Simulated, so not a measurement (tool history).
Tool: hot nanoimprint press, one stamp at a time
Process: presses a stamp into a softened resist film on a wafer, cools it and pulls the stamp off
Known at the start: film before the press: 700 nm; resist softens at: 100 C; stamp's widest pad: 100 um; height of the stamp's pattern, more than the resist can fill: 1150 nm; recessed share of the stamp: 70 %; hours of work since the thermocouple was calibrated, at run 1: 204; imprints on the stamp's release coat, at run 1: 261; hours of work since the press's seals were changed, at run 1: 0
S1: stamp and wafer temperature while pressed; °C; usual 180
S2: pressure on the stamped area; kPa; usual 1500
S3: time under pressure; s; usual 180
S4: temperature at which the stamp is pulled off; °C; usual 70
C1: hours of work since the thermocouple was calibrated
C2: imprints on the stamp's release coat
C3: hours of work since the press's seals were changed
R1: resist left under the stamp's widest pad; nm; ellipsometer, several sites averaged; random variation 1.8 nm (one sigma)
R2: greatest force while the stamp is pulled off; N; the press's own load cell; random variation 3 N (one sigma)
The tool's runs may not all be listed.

{"run": 1, "hour": 0.0, "S1": 180, "S2": 1500, "S3": 180, "S4": 70, "C1": 204, "C2": 261, "C3": 0, "R1": 289.6, "R2": 138}
{"run": 2, "hour": 63.3, "S1": 180, "S2": 1500, "S3": 180, "S4": 70, "C1": 251, "C2": 498, "C3": 47, "R1": 293, "R2": 139}
{"hour": 103.9, "done": "stamp cleaned and given a new release coat"}
{"run": 3, "hour": 116.3, "S1": 180, "S2": 1500, "S3": 180, "S4": 70, "C1": 286, "C2": 46, "C3": 82, "R1": 290.7, "R2": 138}
{"run": 4, "hour": 165.6, "S1": 180, "S2": 1500, "S3": 180, "S4": 70, "C1": 322, "C2": 232, "C3": 118, "R1": 292.3, "R2": 145}
{"run": 5, "hour": 218.3, "S1": 180, "S2": 1500, "S3": 180, "S4": 70, "C1": 361, "C2": 430, "C3": 157, "R1": 290.4, "R2": 140}
{"run": 6, "hour": 248.2, "S1": 180, "S2": 1500, "S3": 327, "S4": 70, "C1": 383, "C2": 541, "C3": 179, "R1": 228.4, "R2": 140}
{"hour": 276.6, "done": "stamp cleaned and given a new release coat"}
{"run": 7, "hour": 296.6, "S1": 180, "S2": 1500, "S3": 101, "S4": 70, "C1": 415, "C2": 75, "C3": 210, "R1": 362.4, "R2": 143}
{"run": 8, "hour": 340.5, "S1": 180, "S2": 1500, "S3": 101, "S4": 70, "C1": 447, "C2": 240, "C3": 243, "R1": 367.5, "R2": 141}
{"run": 9, "hour": 379.0, "S1": 182, "S2": 1500, "S3": 180, "S4": 70, "C1": 476, "C2": 384, "C3": 271, "R1": 274.5, "R2": 140}
{"run": 10, "hour": 406.8, "S1": 182, "S2": 1500, "S3": 180, "S4": 70, "C1": 496, "C2": 488, "C3": 292, "R1": 273.9, "R2": 144}
{"hour": 452.9, "done": "stamp cleaned and given a new release coat"}
{"run": 11, "hour": 455.0, "S1": 182, "S2": 1500, "S3": 180, "S4": 70, "C1": 528, "C2": 8, "C3": 323, "R1": 274.2, "R2": 141}
{"hour": 486.6, "done": "plate thermocouple calibrated"}
{"run": 12, "hour": 512.0, "S1": 190, "S2": 1500, "S3": 180, "S4": 70, "C1": 19, "C2": 210, "C3": 363, "R1": 213.6, "R2": 139}
{"run": 13, "hour": 557.1, "S1": 190, "S2": 1500, "S3": 180, "S4": 70, "C1": 52, "C2": 379, "C3": 397, "R1": 210.7, "R2": 143}
{"run": 14, "hour": 616.6, "S1": 190, "S2": 1500, "S3": 197, "S4": 70, "C1": 96, "C2": 603, "C3": 441, "R1": 206, "R2": 136}
{"hour": 629.3, "done": "stamp cleaned and given a new release coat"}
{"run": 15, "hour": 686.7, "S1": 190, "S2": 1500, "S3": 297, "S4": 70, "C1": 144, "C2": 215, "C3": 488, "R1": 170.9, "R2": 142}
{"run": 16, "hour": 735.4, "S1": 190, "S2": 1500, "S3": 297, "S4": 55, "C1": 180, "C2": 398, "C3": 524, "R1": 170.6, "R2": 168}
{"run": 17, "hour": 771.2, "S1": 181, "S2": 2060, "S3": 205, "S4": 70, "C1": 206, "C2": 532, "C3": 550, "R1": 232.1, "R2": 140}
{"hour": 802.5, "done": "stamp cleaned and given a new release coat"}
{"run": 18, "hour": 826.4, "S1": 181, "S2": 2060, "S3": 205, "S4": 70, "C1": 242, "C2": 90, "C3": 587, "R1": 231.3, "R2": 137}
{"run": 19, "hour": 886.0, "S1": 180, "S2": 1500, "S3": 255, "S4": 60, "C1": 287, "C2": 314, "C3": 631, "R1": 252.5, "R2": 152}
{"run": 20, "hour": 929.0, "S1": 180, "S2": 1500, "S3": 255, "S4": 60, "C1": 318, "C2": 475, "C3": 663, "R1": 251.5, "R2": 168}
{"hour": 977.0, "done": "stamp cleaned and given a new release coat"}
{"run": 21, "hour": 999.0, "S1": 180, "S2": 1150, "S3": 255, "S4": 75, "C1": 366, "C2": 82, "C3": 710, "R1": 280.9, "R2": 132}
{"run": 22, "hour": 1057.9, "S1": 175, "S2": 1330, "S3": 255, "S4": 75, "C1": 409, "C2": 303, "C3": 754, "R1": 313.4, "R2": 135}
{"run": 23, "hour": 1108.1, "S1": 175, "S2": 1330, "S3": 255, "S4": 59, "C1": 446, "C2": 491, "C3": 791, "R1": 317.7, "R2": 161}
{"hour": 1148.9, "done": "stamp cleaned and given a new release coat"}
{"run": 24, "hour": 1156.0, "S1": 173, "S2": 2290, "S3": 115, "S4": 59, "C1": 477, "C2": 27, "C3": 822, "R1": 366.3, "R2": 163}
{"run": 25, "hour": 1190.8, "S1": 173, "S2": 2290, "S3": 115, "S4": 59, "C1": 503, "C2": 158, "C3": 848, "R1": 367.6, "R2": 167}
{"run": 26, "hour": 1245.8, "S1": 186, "S2": 1500, "S3": 180, "S4": 55, "C1": 544, "C2": 364, "C3": 888, "R1": 240.5, "R2": 166}
{"hour": 1255.9, "done": "plate thermocouple calibrated"}
{"run": 27, "hour": 1292.8, "S1": 170, "S2": 1500, "S3": 180, "S4": 55, "C1": 27, "C2": 529, "C3": 921, "R1": 395.6, "R2": 168}
{"hour": 1322.3, "done": "press's hydraulic seals changed and the load cell set to zero"}
{"hour": 1333.1, "done": "stamp cleaned and given a new release coat"}
{"run": 28, "hour": 1360.3, "S1": 170, "S2": 1500, "S3": 180, "S4": 55, "C1": 67, "C2": 102, "C3": 24, "R1": 395.7, "R2": 171}

4 ways to go on from here, each from the tool as it stands after run 28. What would each give?
{"run": "A", "hour": 1388.7, "S1": 169, "S2": 1290, "S3": 180, "S4": 55, "C1": 88, "C2": 208, "C3": 45, "R1": "?", "R2": "?"}
{"run": "B", "hour": 1388.7, "S1": 170, "S2": 1500, "S3": 338, "S4": 55, "C1": 88, "C2": 208, "C3": 45, "R1": "?", "R2": "?"}
{"run": "C", "hour": 1388.7, "S1": 170, "S2": 1500, "S3": 184, "S4": 55, "C1": 88, "C2": 208, "C3": 45, "R1": "?", "R2": "?"}
{"run": "D", "hour": 1388.7, "S1": 180, "S2": 1040, "S3": 99, "S4": 56, "C1": 88, "C2": 208, "C3": 45, "R1": "?", "R2": "?"}

run=A R1=436.4 R2=173
run=B R1=316.4 R2=165
run=C R1=393.5 R2=170
run=D R1=417.3 R2=169
Without the tool's hidden state the same runs would have given:
run=A R1=436.5 R2=173
run=B R1=316.5 R2=164
run=C R1=393.5 R2=169
run=D R1=417.3 R2=168

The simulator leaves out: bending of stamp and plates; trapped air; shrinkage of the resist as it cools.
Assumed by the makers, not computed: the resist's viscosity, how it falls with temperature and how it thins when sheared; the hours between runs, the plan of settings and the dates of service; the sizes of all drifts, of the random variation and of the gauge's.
